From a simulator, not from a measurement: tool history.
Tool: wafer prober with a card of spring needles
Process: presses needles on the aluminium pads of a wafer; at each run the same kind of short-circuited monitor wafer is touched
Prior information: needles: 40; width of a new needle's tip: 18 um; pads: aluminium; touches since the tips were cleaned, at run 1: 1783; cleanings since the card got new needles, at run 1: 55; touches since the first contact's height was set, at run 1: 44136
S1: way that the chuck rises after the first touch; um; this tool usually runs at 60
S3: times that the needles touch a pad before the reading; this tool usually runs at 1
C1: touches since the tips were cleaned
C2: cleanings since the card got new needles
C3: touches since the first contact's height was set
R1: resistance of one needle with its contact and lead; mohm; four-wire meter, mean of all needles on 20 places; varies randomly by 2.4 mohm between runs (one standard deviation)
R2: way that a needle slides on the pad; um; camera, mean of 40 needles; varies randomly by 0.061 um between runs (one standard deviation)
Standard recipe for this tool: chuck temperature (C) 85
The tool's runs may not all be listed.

run 1 hour=0 | S1=60 chuck_temperature_(C)=85 S3=1 | C1=1783 C2=55 C3=44136 | R1=283 R2=11.15
-- hour=9.8 tips cleaned on abrasive film
-- hour=22.9 tips cleaned on abrasive film
-- hour=36 tips cleaned on abrasive film
run 2 hour=47.7 | S1=60 chuck_temperature_(C)=85 S3=1 | C1=3662 C2=58 C3=58892 | R1=290 R2=11.06
-- hour=51.1 tips cleaned on abrasive film
-- hour=67.4 tips cleaned on abrasive film
-- hour=80.4 tips cleaned on abrasive film
-- hour=96.7 tips cleaned on abrasive film
run 3 hour=103.1 | S1=60 chuck_temperature_(C)=85 S3=1 | C1=1971 C2=62 C3=75990 | R1=285 R2=11.01
-- hour=112.9 tips cleaned on abrasive film
-- hour=129.2 tips cleaned on abrasive film
-- hour=145.5 tips cleaned on abrasive film
run 4 hour=152.7 | S1=60 chuck_temperature_(C)=73 S3=1 | C1=2244 C2=65 C3=91343 | R1=284 R2=11.14
-- hour=159.3 tips cleaned on abrasive film
-- hour=172.4 tips cleaned on abrasive film
-- hour=188.7 tips cleaned on abrasive film
-- hour=205 tips cleaned on abrasive film
-- hour=221.3 tips cleaned on abrasive film
run 5 hour=221.5 | S1=60 chuck_temperature_(C)=85 S3=1 | C1=69 C2=70 C3=112588 | R1=275 R2=11.1
-- hour=234.6 tips cleaned on abrasive film
-- hour=250.9 tips cleaned on abrasive film
-- hour=264 tips cleaned on abrasive film
-- hour=280.3 tips cleaned on abrasive film
run 6 hour=290.9 | S1=60 chuck_temperature_(C)=85 S3=1 | C1=3319 C2=74 C3=134058 | R1=290 R2=10.94
-- hour=294.3 tips cleaned on abrasive film
-- hour=310.6 tips cleaned on abrasive film
-- hour=326.9 tips cleaned on abrasive film
-- hour=343.2 tips cleaned on abrasive film
run 7 hour=343.6 | S1=60 chuck_temperature_(C)=85 S3=1 | C1=131 C2=78 C3=150323 | R1=270 R2=10.93
-- hour=356.7 tips cleaned on abrasive film
-- hour=369.7 tips cleaned on abrasive film
-- hour=386 tips cleaned on abrasive film
-- hour=399.1 tips cleaned on abrasive film
-- hour=415.4 tips cleaned on abrasive film
-- hour=428.5 tips cleaned on abrasive film
-- hour=444.3 tips cleaned on abrasive film
run 8 hour=444.3 | S1=60 chuck_temperature_(C)=85 S3=1 | C1=0 C2=85 C3=181444 | R1=277 R2=10.82
-- hour=457.4 tips cleaned on abrasive film
-- hour=470.5 tips cleaned on abrasive film
-- hour=486.8 tips cleaned on abrasive film
-- hour=503.1 tips cleaned on abrasive film
-- hour=519.4 tips cleaned on abrasive film
run 9 hour=520 | S1=60 chuck_temperature_(C)=85 S3=1 | C1=205 C2=90 C3=204843 | R1=273 R2=10.88
-- hour=533.1 tips cleaned on abrasive film
-- hour=549.4 tips cleaned on abrasive film
-- hour=552.9 height of the first contact set anew
-- hour=566 tips cleaned on abrasive film
-- hour=579.1 tips cleaned on abrasive film
run 10 hour=581.1 | S1=52 chuck_temperature_(C)=90 S3=3 | C1=621 C2=94 C3=8689 | R1=281 R2=9.69
-- hour=594.1 tips cleaned on abrasive film
-- hour=610.5 tips cleaned on abrasive film
-- hour=624.3 tips cleaned on abrasive film
run 11 hour=624.3 | S1=66 chuck_temperature_(C)=36 S3=1 | C1=0 C2=97 C3=22045 | R1=256 R2=12.37
-- hour=640.6 tips cleaned on abrasive film
-- hour=653.7 tips cleaned on abrasive film
-- hour=670 tips cleaned on abrasive film
-- hour=686.3 tips cleaned on abrasive film
-- hour=699.3 tips cleaned on abrasive film
run 12 hour=711.4 | S1=78 chuck_temperature_(C)=36 S3=1 | C1=3760 C2=102 C3=48996 | R1=266 R2=14.41

Predict the results of run 13:
-- hour=714.8 tips cleaned on abrasive film
-- hour=731.1 tips cleaned on abrasive film
-- hour=747.4 tips cleaned on abrasive film
-- hour=760.4 tips cleaned on abrasive film
-- hour=776.8 tips cleaned on abrasive film
run 13 hour=788.8 | S1=78 chuck_temperature_(C)=36 S3=1 | C1=3746 C2=107 C3=72910 | R1=? R2=?

R1: 270 mohm
R2: 14.42 um
With the hidden condition absent and the run-to-run variation left alone, this run would have shown R1 256 mohm, R2 14.58 um.

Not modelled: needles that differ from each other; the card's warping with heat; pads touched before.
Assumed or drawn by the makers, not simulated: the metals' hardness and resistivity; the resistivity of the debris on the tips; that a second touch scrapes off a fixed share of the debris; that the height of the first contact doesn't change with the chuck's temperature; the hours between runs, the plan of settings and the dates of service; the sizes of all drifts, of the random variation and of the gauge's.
